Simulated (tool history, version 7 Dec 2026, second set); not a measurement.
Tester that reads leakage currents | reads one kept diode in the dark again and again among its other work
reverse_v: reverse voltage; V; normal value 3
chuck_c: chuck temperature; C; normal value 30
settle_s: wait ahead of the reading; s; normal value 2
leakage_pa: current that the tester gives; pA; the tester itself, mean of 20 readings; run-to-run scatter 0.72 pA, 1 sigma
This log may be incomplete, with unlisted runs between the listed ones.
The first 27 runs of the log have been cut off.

{"run": 28, "day": 115.133, "reverse_v": 3, "chuck_c": 21, "settle_s": 1.56, "leakage_pa": 117.79}
{"run": 29, "day": 120.967, "reverse_v": 4.28, "chuck_c": 35, "settle_s": 0.69, "leakage_pa": 450.49}
{"run": 30, "day": 123.5, "reverse_v": 1.78, "chuck_c": 24, "settle_s": 0.69, "leakage_pa": 124.87}
{"run": 31, "day": 126.833, "reverse_v": 1.78, "chuck_c": 24, "settle_s": 0.69, "leakage_pa": 125.52}
{"run": 32, "day": 132.488, "reverse_v": 17.83, "chuck_c": 25, "settle_s": 7.62, "leakage_pa": 357.72}
{"run": 33, "day": 136.471, "reverse_v": 1.78, "chuck_c": 30, "settle_s": 2.53, "leakage_pa": 210.16}
{"run": 34, "day": 141.888, "reverse_v": 1.78, "chuck_c": 30, "settle_s": 1.15, "leakage_pa": 209.97}
{"run": 35, "day": 147.225, "reverse_v": 3, "chuck_c": 28, "settle_s": 0.31, "leakage_pa": 223.06}
{"day": 149.604, "done": "chuck's temperature calibrated"}
{"run": 36, "day": 151.292, "reverse_v": 3, "chuck_c": 56, "settle_s": 5.22, "leakage_pa": 1892.59}
{"day": 152.775, "done": "probe card cleaned and baked"}
{"run": 37, "day": 155.067, "reverse_v": 3, "chuck_c": 22, "settle_s": 5.22, "leakage_pa": 120.96}
{"run": 38, "day": 158.958, "reverse_v": 3, "chuck_c": 49, "settle_s": 0.62, "leakage_pa": 1134.9}
{"run": 39, "day": 164.425, "reverse_v": 3, "chuck_c": 49, "settle_s": 0.62, "leakage_pa": 1139.71}
{"run": 40, "day": 168.858, "reverse_v": 3, "chuck_c": 49, "settle_s": 0.62, "leakage_pa": 1141.75}

Predict each of these 3 candidate next runs independently; none follows another, all start after run 40:
{"run": "A", "day": 173.633, "reverse_v": 3.87, "chuck_c": 49, "settle_s": 0.62, "leakage_pa": "?"}
{"run": "B", "day": 173.633, "reverse_v": 2.48, "chuck_c": 31, "settle_s": 0.62, "leakage_pa": "?"}
{"run": "C", "day": 173.633, "reverse_v": 3, "chuck_c": 36, "settle_s": 2, "leakage_pa": "?"}

run=A leakage_pa=1267.2
run=B leakage_pa=252.77
run=C leakage_pa=408.92
Without the tool's hidden state the same runs would have given:
run=A leakage_pa=1220.91
run=B leakage_pa=242.4
run=C leakage_pa=392.75
